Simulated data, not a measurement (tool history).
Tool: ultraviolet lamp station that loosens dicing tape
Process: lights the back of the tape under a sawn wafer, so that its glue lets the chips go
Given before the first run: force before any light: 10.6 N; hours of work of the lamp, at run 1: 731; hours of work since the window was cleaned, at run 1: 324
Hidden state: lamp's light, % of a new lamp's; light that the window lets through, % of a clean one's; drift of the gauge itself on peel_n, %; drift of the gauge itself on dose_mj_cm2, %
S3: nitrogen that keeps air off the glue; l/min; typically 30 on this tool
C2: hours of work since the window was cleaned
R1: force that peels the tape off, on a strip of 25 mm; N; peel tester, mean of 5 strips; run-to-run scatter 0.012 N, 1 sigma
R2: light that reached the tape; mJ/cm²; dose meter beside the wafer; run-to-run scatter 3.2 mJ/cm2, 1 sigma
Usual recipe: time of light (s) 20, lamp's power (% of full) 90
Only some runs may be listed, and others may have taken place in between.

{"run": 1, "day": 0.0, "time of light (s)": 20, "lamp's power (% of full)": 90, "S3": 30, "hours of work of the lamp": 731, "C2": 324, "R1": 0.877, "R2": 397}
{"run": 2, "day": 1.45, "time of light (s)": 20, "lamp's power (% of full)": 90, "S3": 30, "hours of work of the lamp": 750, "C2": 343, "R1": 0.878, "R2": 390}
{"run": 3, "day": 2.517, "time of light (s)": 20, "lamp's power (% of full)": 90, "S3": 30, "hours of work of the lamp": 764, "C2": 357, "R1": 0.897, "R2": 392}
{"run": 4, "day": 3.996, "time of light (s)": 14, "lamp's power (% of full)": 90, "S3": 30, "hours of work of the lamp": 783, "C2": 376, "R1": 1.815, "R2": 270}
{"run": 5, "day": 5.025, "time of light (s)": 26, "lamp's power (% of full)": 90, "S3": 30, "hours of work of the lamp": 797, "C2": 389, "R1": 0.528, "R2": 502}
{"run": 6, "day": 6.554, "time of light (s)": 26, "lamp's power (% of full)": 90, "S3": 30, "hours of work of the lamp": 817, "C2": 409, "R1": 0.548, "R2": 501}
{"run": 7, "day": 7.838, "time of light (s)": 20, "lamp's power (% of full)": 90, "S3": 31, "hours of work of the lamp": 833, "C2": 426, "R1": 0.95, "R2": 378}
{"run": 8, "day": 9.108, "time of light (s)": 20, "lamp's power (% of full)": 90, "S3": 31, "hours of work of the lamp": 850, "C2": 443, "R1": 0.978, "R2": 377}
{"run": 9, "day": 10.358, "time of light (s)": 20, "lamp's power (% of full)": 90, "S3": 31, "hours of work of the lamp": 866, "C2": 459, "R1": 0.988, "R2": 376}
{"run": 10, "day": 11.471, "time of light (s)": 20, "lamp's power (% of full)": 90, "S3": 37, "hours of work of the lamp": 881, "C2": 473, "R1": 0.833, "R2": 373}
{"run": 11, "day": 12.838, "time of light (s)": 20, "lamp's power (% of full)": 90, "S3": 37, "hours of work of the lamp": 898, "C2": 491, "R1": 0.867, "R2": 367}
{"run": 12, "day": 14.092, "time of light (s)": 20, "lamp's power (% of full)": 90, "S3": 30, "hours of work of the lamp": 915, "C2": 508, "R1": 1.078, "R2": 363}
{"run": 13, "day": 15.538, "time of light (s)": 20, "lamp's power (% of full)": 90, "S3": 30, "hours of work of the lamp": 934, "C2": 526, "R1": 1.026, "R2": 363}
{"run": 14, "day": 17.275, "time of light (s)": 30, "lamp's power (% of full)": 65, "S3": 41, "hours of work of the lamp": 956, "C2": 549, "R1": 0.716, "R2": 391}
{"day": 17.592, "done": "window cleaned of glue's vapour"}
{"run": 15, "day": 18.758, "time of light (s)": 30, "lamp's power (% of full)": 65, "S3": 41, "hours of work of the lamp": 975, "C2": 15, "R1": 0.487, "R2": 460}
{"run": 16, "day": 19.821, "time of light (s)": 30, "lamp's power (% of full)": 65, "S3": 41, "hours of work of the lamp": 989, "C2": 29, "R1": 0.508, "R2": 456}
{"run": 17, "day": 21.312, "time of light (s)": 20, "lamp's power (% of full)": 90, "S3": 35, "hours of work of the lamp": 1009, "C2": 48, "R1": 0.656, "R2": 418}
{"run": 18, "day": 22.804, "time of light (s)": 20, "lamp's power (% of full)": 90, "S3": 35, "hours of work of the lamp": 1028, "C2": 68, "R1": 0.718, "R2": 419}
{"run": 19, "day": 23.596, "time of light (s)": 20, "lamp's power (% of full)": 90, "S3": 35, "hours of work of the lamp": 1038, "C2": 78, "R1": 0.711, "R2": 418}
{"run": 20, "day": 24.908, "time of light (s)": 12, "lamp's power (% of full)": 81, "S3": 19, "hours of work of the lamp": 1056, "C2": 95, "R1": 3.3, "R2": 223}
{"run": 21, "day": 25.962, "time of light (s)": 20, "lamp's power (% of full)": 83, "S3": 26, "hours of work of the lamp": 1069, "C2": 109, "R1": 1.078, "R2": 373}
{"run": 22, "day": 27.312, "time of light (s)": 11, "lamp's power (% of full)": 90, "S3": 35, "hours of work of the lamp": 1087, "C2": 127, "R1": 2.183, "R2": 226}
{"run": 23, "day": 28.067, "time of light (s)": 12, "lamp's power (% of full)": 86, "S3": 11, "hours of work of the lamp": 1097, "C2": 137, "R1": 3.741, "R2": 229}
{"run": 24, "day": 29.729, "time of light (s)": 12, "lamp's power (% of full)": 86, "S3": 11, "hours of work of the lamp": 1118, "C2": 158, "R1": 3.864, "R2": 225}
{"run": 25, "day": 30.542, "time of light (s)": 23, "lamp's power (% of full)": 86, "S3": 28, "hours of work of the lamp": 1129, "C2": 169, "R1": 0.765, "R2": 434}
{"run": 26, "day": 31.921, "time of light (s)": 23, "lamp's power (% of full)": 94, "S3": 21, "hours of work of the lamp": 1147, "C2": 187, "R1": 0.831, "R2": 472}

Some steps in R1 between neighbouring runs. How much of each would the tool show without its hidden state too (settings, what came in, random variation), and how much is left for the hidden state, with any gauge scatter that isn't in both results?
Run 19 -> 20: time of light (s) 20 -> 12, lamp's power (% of full) 90 -> 81, S3 35 -> 19. R1 +2.589 N: hidden state +0.461, all else +2.128.
Run 24 -> 25: time of light (s) 12 -> 23, S3 11 -> 28. R1 -3.099 N: hidden state -0.494, all else -2.605.

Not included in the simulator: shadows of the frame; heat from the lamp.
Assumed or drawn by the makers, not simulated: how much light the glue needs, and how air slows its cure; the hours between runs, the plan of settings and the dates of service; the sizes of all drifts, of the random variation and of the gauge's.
